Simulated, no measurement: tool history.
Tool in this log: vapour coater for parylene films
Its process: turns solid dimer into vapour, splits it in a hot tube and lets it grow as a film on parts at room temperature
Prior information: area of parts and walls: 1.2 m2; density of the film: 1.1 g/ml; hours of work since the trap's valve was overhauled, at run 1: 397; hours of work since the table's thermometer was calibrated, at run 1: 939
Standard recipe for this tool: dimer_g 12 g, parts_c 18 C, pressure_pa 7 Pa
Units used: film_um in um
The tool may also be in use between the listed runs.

run   hour  dimer_g  parts_c  pressure_pa  hours of work since the trap's valve was overhauled  hours of work since the table's thermometer was calibrated  film_um
  1    0.0       12       18            7                                                  397                                                         939     5.13
  2   66.8       12       18            7                                                  452                                                         995     4.99
  3  125.3       12       18            7                                                  501                                                        1043     4.95
     142.5  -- trap's valve overhauled
  4  213.7       12       18            7                                                   59                                                        1113     4.62
  5  291.6       12       18            7                                                  123                                                        1177     4.46
     356.2  -- trap's valve overhauled, once more
  6  366.7       12       18            7                                                    9                                                        1236     5.77
  7  426.8       12       18            7                                                   59                                                        1286     5.74
  8  478.5       12       18            7                                                  101                                                        1329     5.48

Expected results for the next run?
  9  521.4       12       10            7                                                  137                                                        1364        ?

{"run 9": {"film_um": 6.77}}
Without the tool's hidden state the same run would have given film_um 6.94 um.
